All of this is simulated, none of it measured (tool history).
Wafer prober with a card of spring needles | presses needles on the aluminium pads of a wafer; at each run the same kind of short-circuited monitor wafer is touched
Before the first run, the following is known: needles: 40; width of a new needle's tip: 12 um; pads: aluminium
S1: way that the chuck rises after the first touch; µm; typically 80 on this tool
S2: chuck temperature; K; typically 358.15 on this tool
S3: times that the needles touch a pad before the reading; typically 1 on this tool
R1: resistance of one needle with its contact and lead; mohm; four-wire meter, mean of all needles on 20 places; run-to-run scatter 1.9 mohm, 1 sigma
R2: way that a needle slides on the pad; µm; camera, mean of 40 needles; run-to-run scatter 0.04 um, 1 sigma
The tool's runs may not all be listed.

run,day,S1,S2,S3,R1,R2
1,0.000,80,358.15,1,203,13.74
2,3.200,80,358.15,2,204,13.70
3,5.250,80,358.15,2,204,13.74
4,6.917,80,373.15,1,208,13.77
5,9.321,80,358.15,1,205,13.66
6,11.917,80,358.15,1,201,13.69
7,13.729,70,358.15,1,206,12.01
8,16.792,93,358.15,1,201,15.96
9,18.700,80,358.15,1,202,13.76
10,20.192,80,358.15,1,207,13.70
11,22.158,80,358.15,1,204,13.73
12,25.408,80,305.15,1,192,13.69
13,27.621,80,331.15,1,199,13.71
14,30.404,80,371.15,1,204,13.67
15,31.983,80,371.15,1,206,13.70
16,33.342,89,303.15,3,190,15.32
17,36.004,100,347.15,2,198,17.20
18,37.462,100,347.15,2,201,17.15
19,39.292,100,347.15,2,201,17.07
20,41.621,62,347.15,2,207,10.63
21,44.171,71,358.15,2,207,12.17
22,45.921,71,358.15,2,205,12.22
23,48.996,71,358.15,2,204,12.18
24,50.538,71,358.15,2,206,12.21
25,52.988,71,358.15,2,205,12.17
26,54.521,71,358.15,2,204,12.16
27,57.192,80,358.15,2,203,13.71
28,60.338,71,316.15,3,196,12.12
29,62.942,67,366.15,1,210,11.55

The log once held 58 entries between its listed runs, left out of this copy. Where does each go, and what is different about the tool's unlogged condition between the listed run before it and the listed run after it?
After run 1, before run 2: tips cleaned on abrasive film (day 0.912); tips cleaned on abrasive film (day 1.996); height of the first contact set anew (day 2.400); tips cleaned on abrasive film (day 3.079)
  debris on the tips, nm: 0.8 -> 0.3; way that the needles fall short of the set height, um: 0.01 -> 0
After run 2, before run 3: tips cleaned on abrasive film (day 4.129); tips cleaned on abrasive film (day 5.250)
  debris on the tips, nm: 0.3 -> 0.1
After run 3, before run 4: tips cleaned on abrasive film (day 6.329)
  debris on the tips, nm: 0.1 -> 1
After run 4, before run 5: tips cleaned on abrasive film (day 7.550); tips cleaned on abrasive film (day 8.667)
  no difference in the tool's unlogged condition between these two runs
After run 5, before run 6: tips cleaned on abrasive film (day 9.804); tips cleaned on abrasive film (day 10.962)
  debris on the tips, nm: 1 -> 1.1
After run 6, before run 7: tips cleaned on abrasive film (day 12.179); tips cleaned on abrasive film (day 13.212)
  debris on the tips, nm: 1.1 -> 1
After run 7, before run 8: tips cleaned on abrasive film (day 14.388); tips cleaned on abrasive film (day 15.496); tips cleaned on abrasive film (day 16.729)
  debris on the tips, nm: 1 -> 0.2
After run 8, before run 9: tips cleaned on abrasive film (day 17.804)
  debris on the tips, nm: 0.2 -> 1.1; way that the needles fall short of the set height, um: 0 -> 0.01
After run 9, before run 10: tips cleaned on abrasive film (day 18.954); tips cleaned on abrasive film (day 19.988)
  debris on the tips, nm: 1.1 -> 0.7
After run 10, before run 11: tips cleaned on abrasive film (day 21.108); tips cleaned on abrasive film (day 22.158)
  debris on the tips, nm: 0.7 -> 0.1
After run 11, before run 12: tips cleaned on abrasive film (day 23.325); tips cleaned on abrasive film (day 24.438)
  debris on the tips, nm: 0.1 -> 1.1
After run 12, before run 13: tips cleaned on abrasive film (day 25.658); tips cleaned on abrasive film (day 26.738)
  tips' diameter, um: 12.01 -> 12.02
After run 13, before run 14: tips cleaned on abrasive film (day 27.879); tips cleaned on abrasive film (day 29.108); tips cleaned on abrasive film (day 30.196)
  debris on the tips, nm: 1.1 -> 0.5
After run 14, before run 15: tips cleaned on abrasive film (day 31.238); height of the first contact set anew (day 31.421)
  debris on the tips, nm: 0.5 -> 1.1; way that the needles fall short of the set height, um: 0.01 -> 0
After run 15, before run 16: tips cleaned on abrasive film (day 32.379)
  no difference in the tool's unlogged condition between these two runs
After run 16, before run 17: tips cleaned on abrasive film (day 33.492); tips cleaned on abrasive film (day 34.575); tips cleaned on abrasive film (day 35.762)
  debris on the tips, nm: 1.1 -> 0.7
After run 17, before run 18: tips cleaned on abrasive film (day 36.979)
  debris on the tips, nm: 0.7 -> 0.9
After run 18, before run 19: tips cleaned on abrasive film (day 38.108); tips cleaned on abrasive film (day 39.292)
  debris on the tips, nm: 0.9 -> 0.1
After run 19, before run 20: tips cleaned on abrasive film (day 40.454); tips cleaned on abrasive film (day 41.529)
  debris on the tips, nm: 0.1 -> 0.3
After run 20, before run 21: tips cleaned on abrasive film (day 42.667); tips cleaned on abrasive film (day 43.867)
  debris on the tips, nm: 0.3 -> 0.7
After run 21, before run 22: tips cleaned on abrasive film (day 44.908)
  debris on the tips, nm: 0.7 -> 1.1
After run 22, before run 23: tips cleaned on abrasive film (day 46.154); tips cleaned on abrasive film (day 47.267); tips cleaned on abrasive film (day 48.542)
  debris on the tips, nm: 1.1 -> 0.9; way that the needles fall short of the set height, um: 0 -> 0.01
After run 23, before run 24: tips cleaned on abrasive film (day 49.808)
  debris on the tips, nm: 0.9 -> 1.1
After run 24, before run 25: tips cleaned on abrasive film (day 50.879); tips cleaned on abrasive film (day 51.950); tips cleaned on abrasive film (day 52.988)
  debris on the tips, nm: 1.1 -> 0.1
After run 25, before run 26: tips cleaned on abrasive film (day 54.217)
  debris on the tips, nm: 0.1 -> 0.7
After run 26, before run 27: tips cleaned on abrasive film (day 55.367); tips cleaned on abrasive film (day 56.450)
  debris on the tips, nm: 0.7 -> 1
After run 27, before run 28: tips cleaned on abrasive film (day 57.700); tips cleaned on abrasive film (day 58.983); tips cleaned on abrasive film (day 60.188); height of the first contact set anew (day 60.338)
  debris on the tips, nm: 1 -> 0.4; way that the needles fall short of the set height, um: 0.01 -> 0
After run 28, before run 29: tips cleaned on abrasive film (day 61.383); tips cleaned on abrasive film (day 62.446)
  debris on the tips, nm: 0.4 -> 0.9
